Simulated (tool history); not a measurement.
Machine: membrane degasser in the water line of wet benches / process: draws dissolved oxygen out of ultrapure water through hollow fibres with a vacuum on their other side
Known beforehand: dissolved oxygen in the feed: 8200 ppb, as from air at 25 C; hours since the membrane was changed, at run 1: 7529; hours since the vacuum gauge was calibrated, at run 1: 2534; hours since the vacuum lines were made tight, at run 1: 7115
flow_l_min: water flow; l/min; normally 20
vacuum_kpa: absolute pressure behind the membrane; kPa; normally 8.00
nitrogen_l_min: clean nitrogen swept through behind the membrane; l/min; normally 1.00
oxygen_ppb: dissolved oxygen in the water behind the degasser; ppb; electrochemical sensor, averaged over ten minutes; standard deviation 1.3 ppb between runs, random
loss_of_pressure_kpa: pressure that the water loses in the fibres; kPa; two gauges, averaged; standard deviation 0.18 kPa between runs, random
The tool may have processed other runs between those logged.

run	hour	flow_l_min	vacuum_kpa	nitrogen_l_min	hours since the membrane was changed	hours since the vacuum gauge was calibrated	hours since the vacuum lines were made tight	oxygen_ppb	loss_of_pressure_kpa
1	0.0	20	8.00	1.00	7529	2534	7115	211.5	31.33
2	227.2	20	8.00	1.62	7756	2761	7343	138.2	31.22
3	367.5	20	8.00	1.62	7897	2901	7483	136.8	31.51
4	484.7	20	8.00	1.62	8014	3018	7600	137.6	30.93
5	655.8	20	8.00	1.00	8185	3189	7771	212.0	31.48
6	814.1	20	8.00	1.00	8343	3348	7930	212.6	31.25
7	919.2	20	6.91	1.00	8448	3453	8035	164.6	31.38
8	1030.8	20	6.91	1.00	8560	3564	8146	165.8	31.34
9	1252.5	20	6.91	1.00	8782	3786	8368	165.3	30.96
10	1467.3	20	6.91	1.00	8996	4001	8583	163.1	31.13
11	1641.1	20	6.91	1.00	9170	4175	8757	166.0	31.09
12	1862.9	20	8.00	1.00	9392	4396	8978	214.0	31.50
13	2064.0	20	8.00	1.00	9593	4598	9179	209.5	31.29
14	2190.3	27	8.00	1.00	9719	4724	9306	273.4	42.04
15	2359.5	27	8.00	1.00	9889	4893	9475	274.4	41.94
16	2569.6	27	8.00	1.00	10099	5103	9685	274.1	41.83
17	2745.2	22	11.08	0.58	10274	5279	9861	580.9	34.50
18	2991.5	25	14.16	0.41	10520	5525	10107	1103.4	38.44
19	3244.5	25	9.09	0.46	10773	5778	10360	576.4	38.58
20	3405.4	25	9.09	0.46	10934	5939	10521	566.4	38.88
21	3550.8	13	9.77	1.22	11080	6084	10666	162.5	19.78
22	3775.8	20	19.36	1.42	11305	6309	10891	500.6	30.86
23	4014.3	25	6.42	0.72	11543	6548	11130	228.5	38.69
24	4125.3	25	6.42	0.72	11654	6659	11241	228.8	38.68
25	4284.4	29	8.00	0.55	11813	6818	11400	462.3	44.85
26	4465.3	20	19.64	1.11	11994	6999	11581	624.7	30.50
27	4698.4	20	19.64	1.11	12227	7232	11814	618.7	30.65
# hour 4770.9: gauge calibrated
# hour 4866.1: vacuum gauge calibrated
28	4945.1	30	8.00	1.00	12474	79	12060	305.4	46.92
29	5055.5	27	14.94	0.57	12584	189	12170	979.8	42.52
30	5262.2	20	5.12	0.49	12791	396	12377	157.0	31.25
# hour 5298.9: seals of the vacuum lines changed
31	5515.0	22	12.70	0.55	13042	647	216	715.2	34.43
32	5658.3	20	8.00	1.68	13185	790	359	133.2	31.57

Per-run results on a tool with no hidden state, each run keeping its own random variation:
Hidden state present: membrane still open, %; true pressure behind the membrane over the reading, kPa; air that leaks in behind the membrane, l/min; drift of the gauge itself on oxygen_ppb, %; drift of the gauge itself on loss_of_pressure_kpa, %.
run	loss_of_pressure_kpa
1	31.29
2	31.23
3	31.55
4	30.99
5	31.57
6	31.37
7	31.52
8	31.50
9	31.17
10	31.38
11	31.37
12	31.82
13	31.65
14	42.55
15	42.50
16	42.45
17	35.04
18	39.11
19	39.32
20	39.65
21	20.20
22	31.55
23	39.61
24	39.63
25	46.00
26	31.33
27	31.51
28	46.88
29	42.51
30	31.28
31	34.52
32	31.68
For oxygen_ppb, the value without the hidden state is never more than 0.7 ppb from the measured value.
